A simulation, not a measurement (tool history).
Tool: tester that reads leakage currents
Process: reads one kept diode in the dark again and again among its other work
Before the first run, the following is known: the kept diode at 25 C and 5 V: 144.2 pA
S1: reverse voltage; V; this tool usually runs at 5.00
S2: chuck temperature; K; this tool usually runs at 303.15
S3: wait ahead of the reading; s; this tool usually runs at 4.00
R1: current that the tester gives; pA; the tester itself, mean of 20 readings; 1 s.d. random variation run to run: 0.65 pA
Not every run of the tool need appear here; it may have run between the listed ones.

run      day     S1      S2    S3       R1
  1    0.000   5.00  303.15  4.00   205.87
  2    5.038   5.00  303.15  4.00   205.10
      11.542  -- chuck's temperature calibrated
      12.375  -- tester calibrated
  3   13.046   5.00  303.15  4.13   197.71
  4   18.796   2.85  303.15  4.00   151.87
  5   24.675   5.00  303.15  4.00   196.41
  6   34.021   5.00  303.15  4.00   196.49
  7   43.300   5.00  303.15  4.00   195.39
  8   48.529   5.00  303.15  4.00   194.81
  9   57.971   5.00  303.15  7.62   194.26
 10   64.308   1.31  303.15  7.62   103.93
      73.471  -- chuck's temperature calibrated, once more
 11   75.196   1.31  303.15  7.62   116.48
 12   82.621   5.00  323.15  1.01   924.16
 13   91.767  14.50  323.15  2.18  1514.41
 14   97.733  14.50  323.15  2.18  1505.93
 15  108.679   6.57  304.15  1.27   267.68

Run 16 has not been measured yet. What should we expect?
 16  119.833  5.00  319.15  7.31   ?

Run 16 produced R1 684.90 pA.
On a tool with no hidden condition, and with the same random variation, this run would have come out at R1 695.06 pA.

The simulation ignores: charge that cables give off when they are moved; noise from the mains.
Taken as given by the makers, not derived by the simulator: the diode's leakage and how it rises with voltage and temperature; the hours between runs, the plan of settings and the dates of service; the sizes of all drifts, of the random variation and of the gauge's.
